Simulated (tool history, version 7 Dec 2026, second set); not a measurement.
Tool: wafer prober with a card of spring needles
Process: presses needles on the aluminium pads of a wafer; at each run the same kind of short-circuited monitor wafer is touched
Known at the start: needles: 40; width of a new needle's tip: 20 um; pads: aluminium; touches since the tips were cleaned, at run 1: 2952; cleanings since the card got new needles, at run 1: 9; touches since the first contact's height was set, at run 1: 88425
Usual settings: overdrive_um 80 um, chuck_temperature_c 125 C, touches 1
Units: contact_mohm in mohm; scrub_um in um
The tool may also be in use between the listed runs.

run	hour	overdrive_um	chuck_temperature_c	touches	touches since the tips were cleaned	cleanings since the card got new needles	touches since the first contact's height was set	contact_mohm	scrub_um
1	0.0	80	125	1	2952	9	88425	202	18.36
# hour 16.0: tips cleaned on abrasive film
# hour 37.8: tips cleaned on abrasive film
2	42.3	80	125	1	1751	11	104745	204	18.37
# hour 58.3: tips cleaned on abrasive film
# hour 80.3: tips cleaned on abrasive film
3	91.3	80	125	2	4242	13	123631	205	18.33
# hour 103.8: tips cleaned on abrasive film
# hour 125.0: tips cleaned on abrasive film
4	138.0	94	125	1	5012	15	141632	200	21.55
# hour 149.0: tips cleaned on abrasive film
5	162.1	80	125	1	5058	16	150943	204	18.33
# hour 169.2: tips cleaned on abrasive film
6	186.2	80	125	1	6575	17	160238	202	18.32
# hour 191.2: tips cleaned on abrasive film
# hour 211.4: tips cleaned on abrasive film
# hour 231.7: tips cleaned on abrasive film
7	236.4	96	125	1	1801	20	179569	197	21.99

Run 8 comes next. What will it give?
# hour 253.6: tips cleaned on abrasive film
8	272.5	96	125	1	7308	21	193500	?	?

contact_mohm: 196 mohm
scrub_um: 21.91 um
Without the tool's hidden state the same run would have given contact_mohm 195 mohm, scrub_um 22.00 um.

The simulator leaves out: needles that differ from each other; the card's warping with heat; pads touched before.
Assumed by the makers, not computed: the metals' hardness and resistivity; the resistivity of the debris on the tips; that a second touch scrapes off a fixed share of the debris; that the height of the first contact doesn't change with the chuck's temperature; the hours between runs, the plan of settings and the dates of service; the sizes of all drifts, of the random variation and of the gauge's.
